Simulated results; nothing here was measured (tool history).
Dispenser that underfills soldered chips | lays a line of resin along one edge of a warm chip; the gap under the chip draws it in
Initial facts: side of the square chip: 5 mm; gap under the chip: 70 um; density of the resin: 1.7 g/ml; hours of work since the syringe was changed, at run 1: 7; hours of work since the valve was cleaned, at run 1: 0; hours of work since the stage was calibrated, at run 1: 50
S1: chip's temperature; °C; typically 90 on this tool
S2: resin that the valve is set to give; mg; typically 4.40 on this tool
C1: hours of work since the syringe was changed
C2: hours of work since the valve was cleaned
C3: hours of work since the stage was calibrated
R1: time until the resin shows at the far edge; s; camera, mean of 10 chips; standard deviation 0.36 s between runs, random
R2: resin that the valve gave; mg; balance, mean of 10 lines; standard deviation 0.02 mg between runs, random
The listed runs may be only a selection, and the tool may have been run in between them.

run	hour	S1	S2	C1	C2	C3	R1	R2
1	0.0	90	4.40	7	0	50	32.0	4.40
# hour 2.8: new syringe of resin
2	4.8	90	4.78	1	4	53	20.9	4.76
3	8.0	90	4.03	4	6	56	25.8	4.00
4	11.1	90	4.40	6	8	58	30.8	4.37
# hour 15.3: new syringe of resin
5	16.5	90	4.40	1	12	62	21.2	4.38
6	19.3	90	5.05	3	14	64	23.2	4.99
7	24.1	90	5.05	7	18	67	29.7	5.01
# hour 27.8: new syringe of resin
8	28.3	90	5.05	0	21	70	20.5	5.03
9	30.6	103	4.52	2	22	72	14.8	4.46
10	35.5	103	4.52	6	26	76	19.5	4.46
11	38.7	103	4.52	8	28	78	23.2	4.47
# hour 40.1: new syringe of resin
12	42.6	90	3.91	2	31	81	23.0	3.84
13	44.7	100	5.34	3	33	82	19.0	5.22
14	48.6	100	5.34	6	35	85	22.8	5.25
# hour 52.8: new syringe of resin
15	53.5	91	4.56	1	39	89	20.2	4.45

Predict each of these 4 candidate next runs independently; none follows another, all start after run 15:
A	56.9	104	4.63	3	41	91	?	?
B	56.9	91	5.44	3	41	91	?	?
C	56.9	91	5.60	3	41	91	?	?
D	56.9	98	4.93	3	41	91	?	?

run	R1	R2
A	16.6	4.51
B	23.8	5.38
C	23.1	5.52
D	18.4	4.81
With no hidden state in the tool, these same runs would have given:
run	R1	R2
A	13.9	4.61
B	19.9	5.50
C	19.3	5.64
D	15.2	4.91

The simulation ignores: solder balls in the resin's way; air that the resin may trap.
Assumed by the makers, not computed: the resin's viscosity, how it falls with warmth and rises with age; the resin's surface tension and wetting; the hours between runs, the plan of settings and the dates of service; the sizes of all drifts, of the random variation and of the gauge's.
